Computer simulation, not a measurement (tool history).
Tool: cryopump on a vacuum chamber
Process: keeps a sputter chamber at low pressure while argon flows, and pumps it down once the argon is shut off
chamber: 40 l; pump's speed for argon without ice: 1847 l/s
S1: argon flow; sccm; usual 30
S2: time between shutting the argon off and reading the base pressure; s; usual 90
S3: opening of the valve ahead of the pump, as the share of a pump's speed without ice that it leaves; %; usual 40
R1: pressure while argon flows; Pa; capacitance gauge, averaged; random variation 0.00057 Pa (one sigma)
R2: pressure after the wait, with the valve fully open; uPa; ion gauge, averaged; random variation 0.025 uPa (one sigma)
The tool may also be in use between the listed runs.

| run | hour | S1 | S2 | S3 | R1 | R2 |
|---|---|---|---|---|---|---|
| 1 | 0.0 | 30 | 90 | 40 | 0.0709 | 1.71 |
| 2 | 12.8 | 30 | 90 | 40 | 0.0715 | 1.69 |
| 3 | 25.7 | 30 | 90 | 40 | 0.0723 | 1.64 |
| 4 | 54.1 | 30 | 90 | 40 | 0.0704 | 1.70 |
| 5 | 81.6 | 30 | 90 | 40 | 0.0715 | 1.69 |
| 6 | 107.5 | 20 | 90 | 40 | 0.0475 | 1.69 |
| 7 | 119.3 | 30 | 90 | 40 | 0.0725 | 1.76 |
| 8 | 146.4 | 30 | 90 | 40 | 0.0708 | 1.77 |
| 9 | 164.4 | 30 | 90 | 40 | 0.0723 | 1.74 |
| 10 | 178.5 | 30 | 90 | 40 | 0.0722 | 1.73 |
| 11 | 203.6 | 30 | 90 | 40 | 0.0719 | 1.77 |
| 12 | 232.6 | 30 | 90 | 40 | 0.0716 | 1.79 |
| 13 | 244.6 | 30 | 90 | 40 | 0.0730 | 1.79 |
| 14 | 272.1 | 30 | 90 | 40 | 0.0727 | 1.76 |
| 15 | 301.2 | 30 | 90 | 29 | 0.0996 | 1.78 |
| 16 | 316.4 | 15 | 90 | 29 | 0.0493 | 1.82 |
| 17 | 345.1 | 15 | 90 | 29 | 0.0489 | 1.83 |

The next listed run, before its measurement:
| 18 | 373.9 | 15 | 90 | 29 | ? | ? |

Run 18 gave R1 0.0496 Pa, R2 1.91 uPa.
Without the tool's hidden state the same run would have given R1 0.0476 Pa, R2 1.07 uPa.

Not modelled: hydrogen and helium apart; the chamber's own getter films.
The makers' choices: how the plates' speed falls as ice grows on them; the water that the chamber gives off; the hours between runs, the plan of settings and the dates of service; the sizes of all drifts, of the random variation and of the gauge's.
